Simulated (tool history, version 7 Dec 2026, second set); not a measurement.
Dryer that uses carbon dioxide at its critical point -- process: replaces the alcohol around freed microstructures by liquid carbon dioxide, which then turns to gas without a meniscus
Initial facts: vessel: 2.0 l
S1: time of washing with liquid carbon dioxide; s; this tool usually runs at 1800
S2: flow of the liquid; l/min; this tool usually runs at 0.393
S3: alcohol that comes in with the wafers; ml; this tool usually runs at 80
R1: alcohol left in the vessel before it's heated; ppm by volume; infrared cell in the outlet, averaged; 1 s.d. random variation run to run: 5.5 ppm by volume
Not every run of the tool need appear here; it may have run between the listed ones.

run	hour	S1	S2	S3	R1
1	0	1800	0.393	80	332
2	35.6	1800	0.393	80	354
3	74.3	1800	0.393	59	339
# hour 79.4: inlet filter changed
4	113.7	1800	0.393	59	195
5	148.3	1800	0.393	59	207
6	190.7	1500	0.393	80	645
7	213	1500	0.393	80	685
8	254.1	1800	0.393	80	400
9	284.4	1500	0.393	80	847
# hour 302.9: inlet filter changed
10	317.7	1500	0.545	80	149
11	355.4	1500	0.545	80	162
12	381	1500	0.545	80	167
13	404.5	1500	0.545	80	173
14	426.9	1500	0.545	80	193
15	452.9	1500	0.545	80	214
16	492.6	1800	0.558	80	128
17	518.3	1800	0.558	80	136
# hour 526.1: inlet filter changed
18	553.2	1800	0.393	82	286
19	592.5	1800	0.393	82	302
20	610.8	1800	0.393	82	316
# hour 633.2: purifier's bed changed
21	637.9	1800	0.393	82	263
22	671.7	1800	0.393	82	300
23	692.1	1800	0.393	80	326
24	722.9	2580	0.568	66	11
25	747.3	2580	0.568	66	16
# hour 755.6: inlet filter changed
26	784.2	2580	0.568	66	22
27	818.4	1800	0.307	49	415
28	845.8	1800	0.307	49	457
29	877.9	1800	0.307	49	502
30	913.1	2460	0.274	49	261
31	951.5	2460	0.274	49	298
# hour 980.3: inlet filter changed
32	984.9	1260	0.259	117	4657
33	1016.2	1260	0.259	117	5028
34	1054	2100	0.396	32	57
35	1071.3	1380	0.331	69	1263
36	1112	1380	0.331	69	1394
37	1138.6	1800	0.473	95	156
38	1173.1	1800	0.239	80	2254
39	1197.7	2220	0.385	35	99
# hour 1205.8: inlet filter changed
40	1234.3	2220	0.385	35	69
41	1256.8	2340	0.315	120	282
42	1278.4	1980	0.39	81	165
43	1306.9	1380	0.511	30	141
44	1340.7	1380	0.511	30	151
45	1367.9	2220	0.444	57	81

Each row is a separate what-if for the run after 45, all from the same tool condition, not one after another. Results?
A	1388.5	1440	0.416	20	?
B	1388.5	2220	0.393	97	?
C	1388.5	1440	0.268	97	?
D	1388.5	2580	0.618	56	?

run	R1
A	218
B	188
C	3662
D	55
With the hidden condition removed and each run's random variation left untouched, the same runs would have given:
run	R1
A	88
B	61
C	2379
D	9
